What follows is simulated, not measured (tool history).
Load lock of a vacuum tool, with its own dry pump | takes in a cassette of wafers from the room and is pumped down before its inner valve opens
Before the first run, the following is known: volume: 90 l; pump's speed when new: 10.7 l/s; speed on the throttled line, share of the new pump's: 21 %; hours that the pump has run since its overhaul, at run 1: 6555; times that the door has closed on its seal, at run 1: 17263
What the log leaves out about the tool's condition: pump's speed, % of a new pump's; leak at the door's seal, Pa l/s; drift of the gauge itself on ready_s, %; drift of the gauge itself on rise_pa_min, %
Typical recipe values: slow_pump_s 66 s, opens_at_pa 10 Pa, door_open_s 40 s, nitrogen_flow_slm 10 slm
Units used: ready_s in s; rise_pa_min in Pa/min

run,hour,slow_pump_s,opens_at_pa,door_open_s,nitrogen_flow_slm,hours that the pump has run since its overhaul,times that the door has closed on its seal,"incoming humidity of the room's air, %",ready_s,rise_pa_min
1,0,66,10,40,10,6555,17263,46.8,139.9,0.069
2,395.8,66,10,40,10,6951,18397,43.5,141.1,0.063
3,601.2,66,10,40,10,7156,18986,42.5,140.3,0.07
4,988.7,66,9,40,10,7544,20097,42.9,143.6,0.07
5,1283.4,66,10,28,10,7838,20942,44.1,140.9,0.067
6,1525.6,66,10,40,10,8081,21636,42.6,143.9,0.081
7,2008.5,66,10,40,10,8563,23021,45.7,141.9,0.087
8,2273,66,10,40,10,8828,23779,45.8,145.9,0.089
9,2603.1,66,10,40,10,9158,24725,43.7,144.6,0.093
10,2820.9,66,7,40,10,9376,25350,43.5,148.9,0.089
11,3074.1,116,10,40,10,9629,26075,45.1,182.2,0.099
12,3283.2,66,7,154,16,9838,26675,43.8,148.3,0.134
13,3730.3,72,19,154,16,10285,27957,43.4,145.5,0.135
14,4012.5,81,14,85,16,10567,28765,40.9,156.2,0.121
15,4218.7,81,14,85,16,10774,29357,41.8,155.2,0.121
16,4698.3,81,14,85,16,11253,30732,44.1,155.6,0.132
# hour 4826.2: dry pump taken out, an overhauled one fitted
17,5127.3,81,14,85,16,301,31944,42.7,141.4,0.135
18,5368.5,81,14,85,16,542,32636,43.6,139.3,0.131
19,5609.7,81,14,85,16,784,33327,45.1,141.3,0.146

What differs in the tool's unlogged condition from the final listed run ahead of each entry between runs to the first listed run following it?
Run 16 -> run 17: dry pump taken out, an overhauled one fitted (hour 4826.2)
  pump's speed, % of a new pump's: 76.5 -> 98.5; leak at the door's seal, Pa l/s: 0.1278 -> 0.1357
  measured result minus the result with no hidden state, ready_s: +17.6 -> +0.9 s; rise_pa_min: +0.083 -> +0.088 Pa/min
